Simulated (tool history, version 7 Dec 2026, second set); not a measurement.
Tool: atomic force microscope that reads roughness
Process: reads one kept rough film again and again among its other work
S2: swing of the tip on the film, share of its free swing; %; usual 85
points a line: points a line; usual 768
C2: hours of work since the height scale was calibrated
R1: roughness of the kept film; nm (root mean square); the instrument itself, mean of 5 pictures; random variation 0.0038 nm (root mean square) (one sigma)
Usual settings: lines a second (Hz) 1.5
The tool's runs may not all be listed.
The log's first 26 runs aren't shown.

Run 27, hour 216.7: usual settings but lines a second (Hz) 0.94, S2 74 %, points a line 287; pictures with this tip 169; C2 316. Result: R1 1.869 nm (root mean square).
Run 28, hour 229: usual settings but lines a second (Hz) 0.97, S2 67 %, points a line 257; pictures with this tip 188; C2 323. Result: R1 1.895 nm (root mean square).
Run 29, hour 237.9: usual settings but lines a second (Hz) 1.22, S2 65 %, points a line 887; pictures with this tip 201; C2 329. Result: R1 1.887 nm (root mean square).
Run 30, hour 247.2: usual settings but lines a second (Hz) 1.22, S2 65 %, points a line 887; pictures with this tip 215; C2 335. Result: R1 1.885 nm (root mean square).
Run 31, hour 252.7: usual settings but lines a second (Hz) 1.22, S2 65 %, points a line 887; pictures with this tip 223; C2 338. Result: R1 1.889 nm (root mean square).
Run 32, hour 260.9: usual settings but lines a second (Hz) 0.71, S2 70 %, points a line 639; pictures with this tip 235; C2 343. Result: R1 1.89 nm (root mean square).
At hour 266.9: new tip fitted.
Run 33, hour 269.4: usual settings but S2 87 %, points a line 682; pictures with this tip 4; C2 348. Result: R1 1.746 nm (root mean square).
Run 34, hour 281.7: usual settings but lines a second (Hz) 1.76, S2 87 %, points a line 787; pictures with this tip 22; C2 356. Result: R1 1.699 nm (root mean square).
Run 35, hour 289.2: usual settings but lines a second (Hz) 0.69, S2 67 %, points a line 835; pictures with this tip 33; C2 360. Result: R1 1.96 nm (root mean square).
Run 36, hour 300.4: usual settings but lines a second (Hz) 0.96, S2 67 %, points a line 835; pictures with this tip 50; C2 367. Result: R1 1.934 nm (root mean square).
Run 37, hour 307.9: usual settings but lines a second (Hz) 0.92, S2 67 %, points a line 441; pictures with this tip 61; C2 372. Result: R1 1.924 nm (root mean square).
Run 38, hour 314.4: usual settings but lines a second (Hz) 0.92, S2 67 %, points a line 441; pictures with this tip 71; C2 376. Result: R1 1.939 nm (root mean square).
Run 39, hour 324.5: usual settings but lines a second (Hz) 0.92, S2 67 %, points a line 441; pictures with this tip 86; C2 382. Result: R1 1.924 nm (root mean square).

Forecast each of these 3 alternatives for the next run:
Run A, hour 335.6: usual settings but lines a second (Hz) 0.52, S2 56 %, points a line 829; pictures with this tip 102; C2 389. Result: R1 ?.
Run B, hour 335.6: usual settings but lines a second (Hz) 0.92, points a line 441; pictures with this tip 102; C2 389. Result: R1 ?.
Run C, hour 335.6: usual settings but lines a second (Hz) 2.93, S2 70 %, points a line 315; pictures with this tip 102; C2 389. Result: R1 ?.

run     R1
  A  1.971
  B  1.823
  C   1.77
Without the tool's hidden state the same runs would have given:
run     R1
  A  2.003
  B  1.853
  C  1.799

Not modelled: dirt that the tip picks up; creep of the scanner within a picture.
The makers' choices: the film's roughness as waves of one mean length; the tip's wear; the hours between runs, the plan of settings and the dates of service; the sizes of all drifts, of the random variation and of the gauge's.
